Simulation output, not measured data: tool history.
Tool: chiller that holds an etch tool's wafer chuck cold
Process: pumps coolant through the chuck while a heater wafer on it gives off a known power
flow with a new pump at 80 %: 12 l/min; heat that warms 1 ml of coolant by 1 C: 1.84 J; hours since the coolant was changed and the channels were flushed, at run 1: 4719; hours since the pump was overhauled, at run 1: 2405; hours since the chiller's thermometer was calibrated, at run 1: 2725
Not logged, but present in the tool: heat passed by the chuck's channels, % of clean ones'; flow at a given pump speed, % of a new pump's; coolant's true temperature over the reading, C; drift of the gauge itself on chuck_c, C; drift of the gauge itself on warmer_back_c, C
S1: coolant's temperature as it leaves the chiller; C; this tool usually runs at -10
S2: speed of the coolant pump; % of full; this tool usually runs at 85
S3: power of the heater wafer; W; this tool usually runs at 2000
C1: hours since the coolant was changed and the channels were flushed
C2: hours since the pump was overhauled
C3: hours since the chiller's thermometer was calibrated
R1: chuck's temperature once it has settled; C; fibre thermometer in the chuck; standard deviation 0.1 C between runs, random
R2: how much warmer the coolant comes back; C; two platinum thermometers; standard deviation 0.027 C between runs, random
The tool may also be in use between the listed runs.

run 1 hour=0.0 | S1=-10 S2=85 S3=2000 | C1=4719 C2=2405 C3=2725 | R1=11.3 R2=5.12
run 2 hour=90.1 | S1=-10 S2=85 S3=2966 | C1=4809 C2=2495 C3=2815 | R1=21.9 R2=7.61
run 3 hour=282.2 | S1=-10 S2=85 S3=2240 | C1=5001 C2=2687 C3=3007 | R1=14.0 R2=5.75
-- hour=341.3 coolant changed, channels flushed
run 4 hour=437.4 | S1=-10 S2=85 S3=2240 | C1=96 C2=2837 C3=3157 | R1=14.0 R2=5.75
run 5 hour=632.8 | S1=-6 S2=85 S3=2000 | C1=291 C2=3032 C3=3352 | R1=15.5 R2=5.24
-- hour=739.3 chiller's thermometer calibrated
run 6 hour=774.6 | S1=-6 S2=85 S3=2000 | C1=432 C2=3173 C3=35 | R1=15.2 R2=5.25
run 7 hour=911.3 | S1=-6 S2=85 S3=2000 | C1=569 C2=3310 C3=172 | R1=15.5 R2=5.22
run 8 hour=1077.1 | S1=-11 S2=85 S3=2000 | C1=735 C2=3475 C3=338 | R1=10.5 R2=5.24
run 9 hour=1266.9 | S1=-11 S2=85 S3=2000 | C1=925 C2=3665 C3=528 | R1=10.5 R2=5.28
run 10 hour=1437.9 | S1=-11 S2=85 S3=2000 | C1=1096 C2=3836 C3=699 | R1=10.5 R2=5.29
run 11 hour=1610.2 | S1=-11 S2=85 S3=2000 | C1=1268 C2=4008 C3=871 | R1=10.3 R2=5.33
run 12 hour=1816.2 | S1=-11 S2=85 S3=2000 | C1=1474 C2=4214 C3=1077 | R1=10.4 R2=5.30
run 13 hour=1960.4 | S1=-10 S2=98 S3=2000 | C1=1618 C2=4359 C3=1221 | R1=9.4 R2=4.76
run 14 hour=2088.7 | S1=-10 S2=98 S3=2000 | C1=1746 C2=4487 C3=1349 | R1=9.0 R2=4.72
run 15 hour=2253.7 | S1=-10 S2=60 S3=2000 | C1=1911 C2=4652 C3=1514 | R1=17.8 R2=7.55
run 16 hour=2355.1 | S1=-10 S2=65 S3=2000 | C1=2013 C2=4753 C3=1616 | R1=16.4 R2=6.93
run 17 hour=2493.9 | S1=-10 S2=65 S3=2000 | C1=2152 C2=4892 C3=1755 | R1=16.3 R2=7.04
run 18 hour=2674.8 | S1=-1 S2=76 S3=2000 | C1=2333 C2=5073 C3=1935 | R1=22.5 R2=6.04
run 19 hour=2779.9 | S1=-19 S2=67 S3=2110 | C1=2438 C2=5178 C3=2041 | R1=8.1 R2=7.21
run 20 hour=2923.3 | S1=-19 S2=65 S3=2233 | C1=2581 C2=5322 C3=2184 | R1=10.2 R2=7.87
run 21 hour=3110.4 | S1=-16 S2=85 S3=2365 | C1=2768 C2=5509 C3=2371 | R1=9.4 R2=6.43
run 22 hour=3301.5 | S1=-16 S2=68 S3=1011 | C1=2959 C2=5700 C3=2562 | R1=-3.1 R2=3.63
-- hour=3506.9 gauge calibrated
run 23 hour=3506.9 | S1=-16 S2=68 S3=1011 | C1=3165 C2=5905 C3=2768 | R1=-3.1 R2=3.20
run 24 hour=3603.0 | S1=-19 S2=87 S3=1971 | C1=3261 C2=6001 C3=2864 | R1=1.7 R2=4.95
run 25 hour=3729.1 | S1=-19 S2=87 S3=1971 | C1=3387 C2=6127 C3=2990 | R1=1.8 R2=4.98
run 26 hour=3896.3 | S1=-6 S2=83 S3=1262 | C1=3554 C2=6295 C3=3157 | R1=7.9 R2=3.37
run 27 hour=4052.0 | S1=-6 S2=83 S3=1262 | C1=3710 C2=6450 C3=3313 | R1=7.8 R2=3.36
-- hour=4205.7 chiller's thermometer calibrated
run 28 hour=4252.6 | S1=-3 S2=83 S3=1262 | C1=3909 C2=6650 C3=47 | R1=10.7 R2=3.39
run 29 hour=4392.6 | S1=-3 S2=83 S3=1262 | C1=4049 C2=6790 C3=187 | R1=10.7 R2=3.46
run 30 hour=4497.3 | S1=-3 S2=83 S3=1262 | C1=4154 C2=6895 C3=292 | R1=10.8 R2=3.43
run 31 hour=4599.7 | S1=-3 S2=83 S3=1864 | C1=4256 C2=6997 C3=394 | R1=17.4 R2=5.02

Hidden state at the last listed run before each entry between runs and at the first one after, where it differs:
After run 3, before run 4: coolant changed, channels flushed (hour 341.3)
  heat passed by the chuck's channels, % of clean ones': 99.9 -> 100; drift of the gauge itself on warmer_back_c, C: 0.04 -> 0.06
  measured minus no-state result, R2: +0.04 -> +0.06 C
After run 5, before run 6: chiller's thermometer calibrated (hour 739.3)
  drift of the gauge itself on warmer_back_c, C: 0.09 -> 0.11
  measured minus no-state result, R2: +0.09 -> +0.11 C
After run 22, before run 23: gauge calibrated (hour 3506.9)
  drift of the gauge itself on warmer_back_c, C: 0.45 -> 0
  measured minus no-state result, R2: +0.46 -> +0.01 C
After run 27, before run 28: chiller's thermometer calibrated (hour 4205.7)
  drift of the gauge itself on warmer_back_c, C: 0.07 -> 0.1
  measured minus no-state result, R2: +0.08 -> +0.10 C

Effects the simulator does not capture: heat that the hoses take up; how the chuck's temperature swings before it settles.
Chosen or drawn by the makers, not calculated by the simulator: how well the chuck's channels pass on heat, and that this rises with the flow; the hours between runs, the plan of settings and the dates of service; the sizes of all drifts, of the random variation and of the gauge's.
